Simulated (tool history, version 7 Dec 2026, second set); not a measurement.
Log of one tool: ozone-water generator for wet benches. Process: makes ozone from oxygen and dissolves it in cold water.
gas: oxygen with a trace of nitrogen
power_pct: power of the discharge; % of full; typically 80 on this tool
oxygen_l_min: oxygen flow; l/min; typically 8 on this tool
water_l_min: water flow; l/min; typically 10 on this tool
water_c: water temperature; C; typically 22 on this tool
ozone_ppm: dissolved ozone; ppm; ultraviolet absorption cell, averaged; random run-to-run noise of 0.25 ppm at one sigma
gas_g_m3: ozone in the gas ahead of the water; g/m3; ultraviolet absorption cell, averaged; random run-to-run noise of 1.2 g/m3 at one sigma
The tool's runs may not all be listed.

run,day,power_pct,oxygen_l_min,water_l_min,water_c,ozone_ppm,gas_g_m3
1,0,80,8,10,22,37.3,216.2
2,1.104,80,8,10,22,37.2,215.4
3,2.412,80,8,10,22,37.3,211.6
4,4.062,80,8,10,22,36.7,216.4
5,4.933,80,8,10,22,37.1,216.2
6,6.058,80,8,10,22,36.9,214.2
7,7.842,80,8,10,22,36.7,213.6
8,9.642,80,8,10,23,36.2,214.7
9,11.733,80,8,10,23,36.1,214.2
10,13.671,80,8,10,23,35.5,213.5
11,15.008,80,8,10,22,36.2,213
12,15.946,80,8,10,22,36.9,212.2
13,17.912,80,8,10,22,36.6,214.5
14,19.775,80,8,10,22,36.5,213.8
15,21.488,80,8,10,22,36.6,211.4
16,23.142,80,8,10,22,36.7,211
17,24.025,80,8,10,22,36.3,211.4
18,25.096,57,9.17,8,23,27.4,147.3
19,26.558,49,10.87,8,23,22.2,116.5
20,28.05,49,10.87,8,23,22.4,117.6
21,30.042,80,8,14,22,31.3,211.1
22,32.054,57,8,13,22,24.2,156.5
23,33.092,47,8,10,22,23.1,134.4
24,34.167,58,8,10,27,24.4,159
25,35.958,100,8,10,27,38.2,250.8
26,37.517,80,9.56,8,22,36.3,190.1
27,39.225,80,9.56,8,22,36,188.8
28,40.833,69,10.46,9,14,36.1,157.9
29,42.833,60,8,14,22,24.2,164.3
30,44.425,60,8,14,22,24.3,163.5
31,46.142,63,6.44,10,26,28.4,196
32,47.221,80,8,9,24,35.3,208.2
33,48.146,80,8,9,24,35,210.1
34,49.971,80,8,6,18,46.7,212.1

Forecast each of these 3 alternatives for the next run:
A,51.783,80,11.86,6,18,?,?
B,51.783,57,5.06,10,14,?,?
C,51.783,82,8,12,22,?,?

run,ozone_ppm,gas_g_m3
A,39.4,166.1
B,34.8,206.3
C,33.6,212.8
Stripped of hidden state, with their random variation kept, the same runs would have yielded:
run,ozone_ppm,gas_g_m3
A,43,173.4
B,38,213
C,37.2,222.3
